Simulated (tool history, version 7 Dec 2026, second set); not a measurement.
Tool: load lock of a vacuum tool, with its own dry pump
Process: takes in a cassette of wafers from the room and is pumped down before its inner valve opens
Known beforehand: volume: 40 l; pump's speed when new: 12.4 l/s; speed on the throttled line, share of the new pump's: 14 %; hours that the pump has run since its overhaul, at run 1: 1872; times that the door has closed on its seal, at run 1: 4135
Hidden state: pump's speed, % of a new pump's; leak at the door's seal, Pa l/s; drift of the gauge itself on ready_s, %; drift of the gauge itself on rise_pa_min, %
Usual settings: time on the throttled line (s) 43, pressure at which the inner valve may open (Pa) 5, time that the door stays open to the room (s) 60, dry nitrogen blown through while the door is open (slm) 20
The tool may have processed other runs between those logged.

| run | hour | time on the throttled line (s) | pressure at which the inner valve may open (Pa) | time that the door stays open to the room (s) | dry nitrogen blown through while the door is open (slm) | hours that the pump has run since its overhaul | times that the door has closed on its seal | incoming humidity of the room's air, % | time from the closed door until the inner valve may open (s) | rise of the pressure with all valves shut (Pa/min) |
|---|---|---|---|---|---|---|---|---|---|---|
| 1 | 0 | 43 | 5 | 60 | 20 | 1872 | 4135 | 45.7 | 70.6 | 0.025 |
| 2 | 110 | 43 | 5 | 60 | 20 | 1982 | 4361 | 43.9 | 70.8 | 0.029 |
| 3 | 160 | 43 | 5 | 60 | 20 | 2032 | 4463 | 45.8 | 71.1 | 0.034 |
| 4 | 232.5 | 43 | 5 | 60 | 20 | 2105 | 4611 | 46 | 70.5 | 0.034 |
| 5 | 323.6 | 43 | 5 | 60 | 20 | 2196 | 4798 | 44.6 | 70.7 | 0.036 |
| 6 | 424.3 | 43 | 5 | 37 | 20 | 2296 | 5004 | 43.8 | 70.7 | 0.028 |
| 7 | 516.1 | 43 | 5 | 37 | 20 | 2388 | 5192 | 45.6 | 70.5 | 0.034 |
| 8 | 624.7 | 43 | 5 | 37 | 20 | 2497 | 5414 | 41.7 | 70.7 | 0.026 |
| 9 | 718.6 | 43 | 10 | 60 | 20 | 2591 | 5607 | 42.1 | 67.5 | 0.033 |
| 10 | 825.1 | 43 | 5 | 36 | 20 | 2697 | 5825 | 47.8 | 70.5 | 0.033 |
| 11 | 928.7 | 43 | 5 | 36 | 20 | 2801 | 6037 | 43.7 | 71.4 | 0.031 |
| 12 | 1015.5 | 43 | 8 | 60 | 20 | 2888 | 6215 | 45.5 | 68.8 | 0.034 |
| 13 | 1117.8 | 43 | 8 | 60 | 20 | 2990 | 6424 | 48.5 | 69.7 | 0.035 |
| 14 | 1167 | 43 | 8 | 60 | 20 | 3039 | 6525 | 44.2 | 67.7 | 0.041 |
| 15 | 1253.9 | 43 | 7 | 60 | 20 | 3126 | 6703 | 42.6 | 68.9 | 0.038 |
| 16 | 1355.8 | 43 | 4 | 60 | 20 | 3228 | 6911 | 45.1 | 72.6 | 0.043 |
| 17 | 1420.3 | 43 | 5 | 60 | 16 | 3293 | 7044 | 43.3 | 70.7 | 0.04 |
| 18 | 1494.8 | 43 | 5 | 60 | 16 | 3367 | 7196 | 44.2 | 70.6 | 0.042 |
| 19 | 1548.6 | 81 | 4 | 159 | 5 | 3421 | 7306 | 46.1 | 104.8 | 0.067 |
| 20 | 1629.4 | 49 | 6 | 159 | 9 | 3502 | 7472 | 48.6 | 75.7 | 0.06 |
| 21 | 1722.5 | 33 | 5 | 40 | 13 | 3595 | 7662 | 44.3 | 62.9 | 0.041 |
| 22 | 1826 | 43 | 5 | 184 | 20 | 3698 | 7874 | 45.1 | 70.6 | 0.052 |
| 23 | 1873.3 | 43 | 5 | 39 | 34 | 3745 | 7971 | 44.6 | 70.6 | 0.039 |
| 24 | 1918 | 43 | 7 | 60 | 20 | 3790 | 8063 | 46.7 | 70.3 | 0.044 |
| 25 | 1976 | 59 | 5 | 86 | 20 | 3848 | 8181 | 45.4 | 84.5 | 0.051 |
| 26 | 2056.2 | 59 | 5 | 37 | 20 | 3928 | 8346 | 45.9 | 85.4 | 0.038 |
| 27 | 2165.6 | 59 | 5 | 41 | 20 | 4038 | 8570 | 42.7 | 84.8 | 0.044 |
| 28 | 2231.8 | 80 | 5 | 26 | 5 | 4104 | 8705 | 43.9 | 101.9 | 0.047 |
| 29 | 2330.1 | 80 | 5 | 26 | 5 | 4202 | 8906 | 47.8 | 103 | 0.055 |
| 30 | 2430.1 | 80 | 5 | 26 | 5 | 4302 | 9111 | 45 | 102.5 | 0.05 |
| 31 | 2479.7 | 35 | 5 | 26 | 10 | 4352 | 9213 | 42.5 | 64.6 | 0.047 |
| 32 | 2524.1 | 55 | 8 | 26 | 22 | 4396 | 9304 | 46.4 | 80.4 | 0.043 |
| 33 | 2587.3 | 55 | 8 | 26 | 22 | 4459 | 9433 | 46.4 | 79.7 | 0.039 |
| 34 | 2669.4 | 43 | 8 | 60 | 20 | 4542 | 9601 | 47.4 | 69.4 | 0.044 |
| 35 | 2757.2 | 43 | 8 | 102 | 24 | 4629 | 9781 | 46.1 | 69.2 | 0.056 |
| 36 | 2847 | 24 | 5 | 60 | 20 | 4719 | 9965 | 43.9 | 54.9 | 0.043 |

Alternative continuations, all from the tool just after run 36; predict every row:
| A | 2893.7 | 43 | 6 | 60 | 20 | 4766 | 10060 | 43.6 | ? | ? |
| B | 2893.7 | 22 | 5 | 142 | 7 | 4766 | 10060 | 42.9 | ? | ? |
| C | 2893.7 | 46 | 9 | 60 | 30 | 4766 | 10060 | 46.2 | ? | ? |
| D | 2893.7 | 45 | 7 | 187 | 20 | 4766 | 10060 | 45.2 | ? | ? |
| E | 2893.7 | 28 | 5 | 226 | 20 | 4766 | 10060 | 46 | ? | ? |

| run | time from the closed door until the inner valve may open (s) | rise of the pressure with all valves shut (Pa/min) |
|---|---|---|
| A | 71 | 0.048 |
| B | 54.3 | 0.071 |
| C | 71.4 | 0.045 |
| D | 72.7 | 0.055 |
| E | 59.1 | 0.062 |
With no hidden state in the tool, these same runs would have given:
| run | time from the closed door until the inner valve may open (s) | rise of the pressure with all valves shut (Pa/min) |
|---|---|---|
| A | 69.3 | 0.016 |
| B | 52.4 | 0.039 |
| C | 69.9 | 0.014 |
| D | 71.1 | 0.023 |
| E | 57.3 | 0.029 |
